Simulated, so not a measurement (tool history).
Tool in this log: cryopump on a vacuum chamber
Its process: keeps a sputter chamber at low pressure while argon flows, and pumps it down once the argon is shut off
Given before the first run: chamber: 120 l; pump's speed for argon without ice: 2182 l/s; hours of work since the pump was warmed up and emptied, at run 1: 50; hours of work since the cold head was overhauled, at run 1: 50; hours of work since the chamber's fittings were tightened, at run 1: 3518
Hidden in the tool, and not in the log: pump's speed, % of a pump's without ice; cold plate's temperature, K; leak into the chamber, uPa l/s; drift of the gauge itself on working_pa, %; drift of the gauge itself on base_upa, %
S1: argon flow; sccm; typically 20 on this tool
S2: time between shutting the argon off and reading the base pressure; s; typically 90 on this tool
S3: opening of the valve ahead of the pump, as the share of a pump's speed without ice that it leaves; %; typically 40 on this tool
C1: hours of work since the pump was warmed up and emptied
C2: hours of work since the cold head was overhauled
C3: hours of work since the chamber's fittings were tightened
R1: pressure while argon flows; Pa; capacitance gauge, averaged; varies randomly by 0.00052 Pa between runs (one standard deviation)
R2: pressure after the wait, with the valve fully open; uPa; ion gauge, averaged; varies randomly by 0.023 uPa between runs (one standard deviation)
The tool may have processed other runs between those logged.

run 1 hour=0 | S1=20 S2=90 S3=40 | C1=50 C2=50 C3=3518 | R1=0.0395 R2=2.19
run 2 hour=19.6 | S1=20 S2=90 S3=40 | C1=61 C2=61 C3=3529 | R1=0.0408 R2=2.19
run 3 hour=30.2 | S1=20 S2=90 S3=40 | C1=67 C2=67 C3=3535 | R1=0.0394 R2=2.25
run 4 hour=39.7 | S1=20 S2=90 S3=40 | C1=73 C2=73 C3=3540 | R1=0.0393 R2=2.22
run 5 hour=49 | S1=20 S2=90 S3=40 | C1=78 C2=78 C3=3546 | R1=0.0396 R2=2.22
run 6 hour=58.5 | S1=20 S2=90 S3=59 | C1=83 C2=83 C3=3551 | R1=0.0267 R2=2.25
run 7 hour=72.4 | S1=20 S2=90 S3=59 | C1=91 C2=91 C3=3559 | R1=0.0276 R2=2.2
run 8 hour=81.6 | S1=20 S2=173 S3=40 | C1=96 C2=96 C3=3564 | R1=0.0391 R2=1.93
run 9 hour=101.2 | S1=20 S2=90 S3=40 | C1=107 C2=107 C3=3575 | R1=0.0402 R2=2.27
run 10 hour=121 | S1=20 S2=90 S3=40 | C1=118 C2=118 C3=3586 | R1=0.0404 R2=2.33
run 11 hour=131.1 | S1=20 S2=90 S3=40 | C1=124 C2=124 C3=3591 | R1=0.0403 R2=2.34
run 12 hour=151 | S1=20 S2=90 S3=40 | C1=135 C2=135 C3=3603 | R1=0.0403 R2=2.37
run 13 hour=170.8 | S1=15 S2=90 S3=40 | C1=146 C2=146 C3=3614 | R1=0.0304 R2=2.35
run 14 hour=185.5 | S1=9 S2=90 S3=40 | C1=154 C2=154 C3=3622 | R1=0.0189 R2=2.39
run 15 hour=194.1 | S1=17 S2=90 S3=40 | C1=159 C2=159 C3=3627 | R1=0.0358 R2=2.4
run 16 hour=207.2 | S1=17 S2=90 S3=40 | C1=166 C2=166 C3=3634 | R1=0.035 R2=2.48
run 17 hour=226.3 | S1=17 S2=90 S3=40 | C1=177 C2=177 C3=3645 | R1=0.0355 R2=2.4
run 18 hour=236 | S1=17 S2=90 S3=40 | C1=182 C2=182 C3=3650 | R1=0.0345 R2=2.39
run 19 hour=250.4 | S1=39 S2=128 S3=51 | C1=190 C2=190 C3=3658 | R1=0.0648 R2=2.22
run 20 hour=260.5 | S1=29 S2=20 S3=25 | C1=196 C2=196 C3=3664 | R1=0.0933 R2=4.6
run 21 hour=278.1 | S1=29 S2=20 S3=19 | C1=206 C2=206 C3=3674 | R1=0.123 R2=4.52
run 22 hour=296.4 | S1=16 S2=127 S3=55 | C1=216 C2=216 C3=3684 | R1=0.0258 R2=2.34
run 23 hour=316.5 | S1=9 S2=256 S3=40 | C1=227 C2=227 C3=3695 | R1=0.0183 R2=2.16
run 24 hour=327.7 | S1=14 S2=97 S3=15 | C1=233 C2=233 C3=3701 | R1=0.0749 R2=2.57
run 25 hour=340 | S1=14 S2=97 S3=15 | C1=240 C2=240 C3=3708 | R1=0.075 R2=2.58
run 26 hour=352.5 | S1=14 S2=89 S3=21 | C1=247 C2=247 C3=3715 | R1=0.0536 R2=2.59
run 27 hour=361.5 | S1=14 S2=89 S3=21 | C1=252 C2=252 C3=3720 | R1=0.0551 R2=2.62
run 28 hour=377.5 | S1=20 S2=197 S3=32 | C1=261 C2=261 C3=3729 | R1=0.0523 R2=2.28
run 29 hour=393.7 | S1=20 S2=197 S3=32 | C1=270 C2=270 C3=3738 | R1=0.0511 R2=2.35
run 30 hour=412.4 | S1=20 S2=53 S3=40 | C1=281 C2=281 C3=3749 | R1=0.0432 R2=3.11
run 31 hour=428.6 | S1=22 S2=90 S3=21 | C1=290 C2=290 C3=3758 | R1=0.0856 R2=2.65
run 32 hour=438.7 | S1=14 S2=229 S3=29 | C1=295 C2=295 C3=3763 | R1=0.0411 R2=2.31
run 33 hour=456.4 | S1=8 S2=59 S3=29 | C1=305 C2=305 C3=3773 | R1=0.0226 R2=3.02

The same runs without the tool's hidden state, with the same run-to-run variation:
run=1 R1=0.0389 R2=0.73
run=2 R1=0.0399 R2=0.72
run=3 R1=0.0385 R2=0.73
run=4 R1=0.0383 R2=0.74
run=5 R1=0.0386 R2=0.71
run=6 R1=0.0257 R2=0.75
run=7 R1=0.0265 R2=0.72
run=8 R1=0.0378 R2=0.42
run=9 R1=0.0388 R2=0.73
run=10 R1=0.0389 R2=0.76
run=11 R1=0.0387 R2=0.75
run=12 R1=0.0385 R2=0.73
run=13 R1=0.029 R2=0.74
run=14 R1=0.018 R2=0.76
run=15 R1=0.034 R2=0.75
run=16 R1=0.0331 R2=0.78
run=17 R1=0.0335 R2=0.72
run=18 R1=0.0324 R2=0.74
run=19 R1=0.0598 R2=0.53
run=20 R1=0.0895 R2=2.86
run=21 R1=0.1189 R2=2.79
run=22 R1=0.0234 R2=0.58
run=23 R1=0.0169 R2=0.34
run=24 R1=0.0727 R2=0.72
run=25 R1=0.0726 R2=0.71
run=26 R1=0.0512 R2=0.75
run=27 R1=0.0526 R2=0.78
run=28 R1=0.0486 R2=0.42
run=29 R1=0.0472 R2=0.43
run=30 R1=0.0391 R2=1.18
run=31 R1=0.081 R2=0.72
run=32 R1=0.0381 R2=0.36
run=33 R1=0.0209 R2=1.04
